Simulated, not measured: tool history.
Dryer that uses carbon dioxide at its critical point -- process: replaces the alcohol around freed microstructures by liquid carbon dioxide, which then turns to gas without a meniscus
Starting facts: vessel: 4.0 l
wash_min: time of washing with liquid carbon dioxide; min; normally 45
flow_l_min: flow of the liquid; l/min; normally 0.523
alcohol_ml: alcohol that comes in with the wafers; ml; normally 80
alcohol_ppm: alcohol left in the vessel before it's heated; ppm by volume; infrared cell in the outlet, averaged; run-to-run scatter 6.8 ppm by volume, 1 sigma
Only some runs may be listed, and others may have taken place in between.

run	hour	wash_min	flow_l_min	alcohol_ml	alcohol_ppm
1	0.0	45	0.523	80	533
2	22.8	70	0.523	80	209
3	49.9	70	0.523	80	213
4	96.6	45	0.523	80	567
5	138.0	45	0.523	80	573
6	182.2	27	0.523	80	2098
# hour 198.7: inlet filter changed
7	223.6	27	0.523	80	1849
8	266.1	27	0.523	80	1895
9	286.5	45	0.523	33	363
10	317.1	45	0.523	33	361
11	339.7	45	0.523	33	378
# hour 354.2: purifier's bed changed
12	370.1	31	0.584	80	850
13	410.7	67	0.619	38	25
14	450.2	67	0.619	38	34
15	478.9	67	0.787	80	44
16	500.8	58	0.523	103	181
17	544.9	58	0.523	103	190
18	581.4	45	0.764	33	81
19	609.9	45	0.523	32	205

Difference, measured minus no-hidden-state, one row per run. Run-to-run variation is common to both terms; the gauge's own scatter need not be:
The tool's hidden condition here consists of: flow that reaches the vessel past the clogged filter, %; alcohol in the recycled carbon dioxide, ppm; drift of the gauge itself on alcohol_ppm, %.
run	alcohol_ppm
1	+227
2	+176
3	+182
4	+259
5	+270
6	+476
7	+234
8	+260
9	+234
10	+237
11	+248
12	+58
13	+15
14	+25
15	+31
16	+57
17	+72
18	+59
19	+84
